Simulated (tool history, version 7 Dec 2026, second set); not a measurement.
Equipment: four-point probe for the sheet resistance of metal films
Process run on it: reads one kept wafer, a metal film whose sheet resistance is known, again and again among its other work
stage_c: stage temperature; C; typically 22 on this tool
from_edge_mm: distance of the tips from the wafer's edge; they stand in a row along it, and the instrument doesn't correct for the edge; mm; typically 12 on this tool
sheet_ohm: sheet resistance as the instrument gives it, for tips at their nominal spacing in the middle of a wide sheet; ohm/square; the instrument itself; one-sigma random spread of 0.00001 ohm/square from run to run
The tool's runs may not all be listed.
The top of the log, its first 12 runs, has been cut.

run	hour	stage_c	from_edge_mm	touches since the probe head was changed	hours of work since the stage's thermometer was calibrated	sheet_ohm
13	244.3	22	12	16775	1219	0.051886
14	261.1	22	12	17404	1229	0.051860
15	282.3	22	12	18198	1241	0.051883
16	299.6	22	12	18845	1251	0.051894
17	315.1	20	7	19429	1260	0.052451
18	332.3	20	7	20071	1270	0.052464
19	356.9	18	15	20991	1284	0.051773
20	370.1	20	14	21487	1292	0.051799
21	391.3	32	65	22280	1304	0.051609
22	416.3	32	65	23216	1319	0.051615
23	434.2	34	27	23886	1329	0.051659
24	445.8	34	27	24322	1336	0.051664
25	462.6	22	3	24951	1345	0.056072
26	484.0	22	3	25752	1358	0.056080
27	505.1	29	4	26542	1370	0.054233

The next listed run, before its measurement:
28	531.6	19	42	27534	1385	?

Run 28 produced sheet_ohm 0.051580 ohm/square.
With no hidden state in the tool, this same run would have given sheet_ohm 0.051593 ohm/square.

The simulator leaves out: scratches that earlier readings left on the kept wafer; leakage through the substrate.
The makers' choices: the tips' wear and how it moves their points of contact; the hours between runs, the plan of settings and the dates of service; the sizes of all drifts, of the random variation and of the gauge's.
